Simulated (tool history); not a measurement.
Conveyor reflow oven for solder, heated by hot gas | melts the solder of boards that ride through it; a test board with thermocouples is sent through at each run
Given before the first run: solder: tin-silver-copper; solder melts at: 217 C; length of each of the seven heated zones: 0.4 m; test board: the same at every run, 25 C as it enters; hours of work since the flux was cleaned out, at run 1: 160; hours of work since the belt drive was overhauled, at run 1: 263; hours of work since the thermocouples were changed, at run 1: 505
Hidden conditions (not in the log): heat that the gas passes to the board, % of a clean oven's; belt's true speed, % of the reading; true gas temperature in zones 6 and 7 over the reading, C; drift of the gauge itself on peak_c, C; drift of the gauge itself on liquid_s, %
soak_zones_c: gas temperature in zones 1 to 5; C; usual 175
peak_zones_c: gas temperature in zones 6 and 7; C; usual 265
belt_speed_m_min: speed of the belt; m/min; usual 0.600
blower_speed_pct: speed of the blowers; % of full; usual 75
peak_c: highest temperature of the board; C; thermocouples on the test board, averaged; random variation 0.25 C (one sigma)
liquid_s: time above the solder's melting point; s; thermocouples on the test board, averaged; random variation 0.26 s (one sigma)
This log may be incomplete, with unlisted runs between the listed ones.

| run | day | soak_zones_c | peak_zones_c | belt_speed_m_min | blower_speed_pct | hours of work since the flux was cleaned out | hours of work since the belt drive was overhauled | hours of work since the thermocouples were changed | peak_c | liquid_s |
|---|---|---|---|---|---|---|---|---|---|---|
| 1 | 0.000 | 175 | 265 | 0.600 | 75 | 160 | 263 | 505 | 249.1 | 58.7 |
| 2 | 0.383 | 175 | 265 | 0.600 | 75 | 165 | 268 | 509 | 249.1 | 58.2 |
| 3 | 0.729 | 175 | 265 | 0.600 | 75 | 169 | 272 | 514 | 249.6 | 58.5 |
| 4 | 0.971 | 175 | 265 | 0.600 | 75 | 172 | 275 | 517 | 249.8 | 58.5 |
| 5 | 1.479 | 175 | 265 | 0.483 | 75 | 179 | 282 | 523 | 255.0 | 79.9 |
| 6 | 1.758 | 175 | 265 | 0.483 | 75 | 182 | 285 | 526 | 255.1 | 79.8 |
| 7 | 2.279 | 175 | 263 | 0.600 | 75 | 189 | 292 | 533 | 247.5 | 57.0 |
| 8 | 2.762 | 175 | 263 | 0.600 | 75 | 195 | 298 | 539 | 247.5 | 56.7 |
| 9 | 3.208 | 175 | 265 | 0.600 | 75 | 200 | 303 | 545 | 248.9 | 58.3 |
| 10 | 3.675 | 175 | 265 | 0.600 | 75 | 206 | 309 | 550 | 249.2 | 58.1 |
| 11 | 4.175 | 175 | 265 | 0.610 | 75 | 212 | 315 | 557 | 248.9 | 56.6 |
| 12 | 4.633 | 175 | 265 | 0.600 | 75 | 218 | 321 | 562 | 248.5 | 57.9 |
| 13 | 5.150 | 175 | 265 | 0.600 | 75 | 224 | 327 | 569 | 249.0 | 57.7 |
| 14 | 5.667 | 175 | 265 | 0.600 | 75 | 231 | 334 | 575 | 248.7 | 57.9 |
| 15 | 6.142 | 175 | 265 | 0.600 | 75 | 237 | 340 | 581 | 248.9 | 57.3 |
| 16 | 6.558 | 172 | 257 | 0.568 | 76 | 242 | 345 | 586 | 242.8 | 55.4 |
| 17 | 6.912 | 163 | 279 | 0.649 | 60 | 246 | 349 | 591 | 251.3 | 49.8 |
| 18 | 7.162 | 182 | 279 | 0.481 | 61 | 249 | 353 | 594 | 265.6 | 89.7 |
| 19 | 7.454 | 164 | 279 | 0.662 | 55 | 253 | 356 | 598 | 248.5 | 45.4 |
| 20 | 8.000 | 164 | 279 | 0.668 | 55 | 260 | 363 | 604 | 248.0 | 44.8 |
| 21 | 8.479 | 171 | 279 | 0.665 | 59 | 266 | 369 | 610 | 251.6 | 50.2 |
| 22 | 8.758 | 179 | 273 | 0.600 | 60 | 269 | 372 | 614 | 252.6 | 61.2 |
| 23 | 9.096 | 171 | 273 | 0.600 | 57 | 274 | 377 | 618 | 250.3 | 55.4 |
| 24 | 9.446 | 171 | 259 | 0.683 | 57 | 278 | 381 | 622 | 233.7 | 31.5 |
| 25 | 9.896 | 173 | 259 | 0.704 | 57 | 284 | 387 | 628 | 232.7 | 29.7 |
| 26 | 10.417 | 173 | 259 | 0.704 | 57 | 290 | 393 | 635 | 232.5 | 29.9 |
| 27 | 10.808 | 173 | 259 | 0.704 | 57 | 295 | 398 | 639 | 232.5 | 29.4 |
| 28 | 11.196 | 175 | 267 | 0.600 | 67 | 300 | 403 | 644 | 248.4 | 56.5 |
| 29 | 11.617 | 180 | 268 | 0.600 | 77 | 305 | 408 | 650 | 252.3 | 62.0 |
| 30 | 12.033 | 180 | 268 | 0.600 | 77 | 310 | 413 | 655 | 251.6 | 62.0 |

Forecast each of these 3 alternatives for the next run:
| A | 12.433 | 177 | 259 | 0.600 | 77 | 315 | 418 | 660 | ? | ? |
| B | 12.433 | 175 | 262 | 0.541 | 87 | 315 | 418 | 660 | ? | ? |
| C | 12.433 | 187 | 265 | 0.692 | 74 | 315 | 418 | 660 | ? | ? |

| run | peak_c | liquid_s |
|---|---|---|
| A | 243.8 | 54.1 |
| B | 250.1 | 66.8 |
| C | 245.7 | 51.0 |
Stripped of hidden state, with their random variation kept, the same runs would have yielded:
| run | peak_c | liquid_s |
|---|---|---|
| A | 247.2 | 58.0 |
| B | 253.3 | 70.0 |
| C | 249.3 | 54.5 |
